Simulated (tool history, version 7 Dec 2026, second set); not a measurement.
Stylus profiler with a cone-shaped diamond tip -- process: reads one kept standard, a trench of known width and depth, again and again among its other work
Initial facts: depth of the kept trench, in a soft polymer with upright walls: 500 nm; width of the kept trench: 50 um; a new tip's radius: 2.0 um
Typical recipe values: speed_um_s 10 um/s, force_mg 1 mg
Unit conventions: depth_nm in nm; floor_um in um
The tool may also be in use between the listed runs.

| run | hour | speed_um_s | force_mg | depth_nm | floor_um |
|---|---|---|---|---|---|
| 1 | 0 | 10 | 1 | 505.45 | 45.79 |
| 2 | 14.5 | 10 | 1 | 505.35 | 45.76 |
| 3 | 25.3 | 10 | 1 | 505.55 | 45.71 |
| 4 | 39.5 | 10 | 2.25 | 507.39 | 45.77 |
| 5 | 52.3 | 10 | 2.25 | 507.43 | 45.81 |
| 6 | 63.5 | 10 | 2.25 | 507.49 | 45.74 |
| 7 | 74.2 | 10 | 1 | 505.39 | 45.68 |
| 8 | 86.6 | 10 | 1 | 505.36 | 45.71 |
| 9 | 102 | 10 | 1 | 505.77 | 45.71 |
| 10 | 114.6 | 3 | 1 | 506.01 | 45.76 |
| 11 | 123 | 7 | 0.41 | 504.62 | 45.64 |
| 12 | 138.7 | 7 | 1.7 | 506.73 | 45.75 |
| 13 | 151.3 | 13 | 0.73 | 505.18 | 45.56 |
| 14 | 159.4 | 15 | 1.51 | 506.56 | 45.69 |
| 15 | 173.6 | 15 | 1.51 | 506.64 | 45.62 |
| 16 | 187.2 | 32 | 0.36 | 504.66 | 45.27 |
| 17 | 197.2 | 19 | 0.4 | 504.67 | 45.43 |
| 18 | 204.7 | 26 | 0.42 | 505.01 | 45.36 |
| 19 | 216.8 | 4 | 2.47 | 507.76 | 45.68 |
| 20 | 233.4 | 4 | 2.47 | 507.83 | 45.64 |

Results for each run, recomputed without the tool's hidden state and with each run's random variation untouched:
Hidden state at play: radius of the tip, um; height scale over the true one, %; drift of the gauge itself on depth_nm, %; drift of the gauge itself on floor_um, %.
| run | depth_nm | floor_um |
|---|---|---|
| 1 | 502.47 | 47.28 |
| 2 | 502.35 | 47.26 |
| 3 | 502.52 | 47.22 |
| 4 | 504.33 | 47.29 |
| 5 | 504.35 | 47.34 |
| 6 | 504.39 | 47.28 |
| 7 | 502.28 | 47.23 |
| 8 | 502.23 | 47.27 |
| 9 | 502.61 | 47.27 |
| 10 | 502.83 | 47.34 |
| 11 | 501.42 | 47.22 |
| 12 | 503.49 | 47.34 |
| 13 | 501.93 | 47.16 |
| 14 | 503.29 | 47.3 |
| 15 | 503.35 | 47.24 |
| 16 | 501.36 | 46.9 |
| 17 | 501.35 | 47.07 |
| 18 | 501.67 | 46.99 |
| 19 | 504.38 | 47.33 |
| 20 | 504.42 | 47.3 |
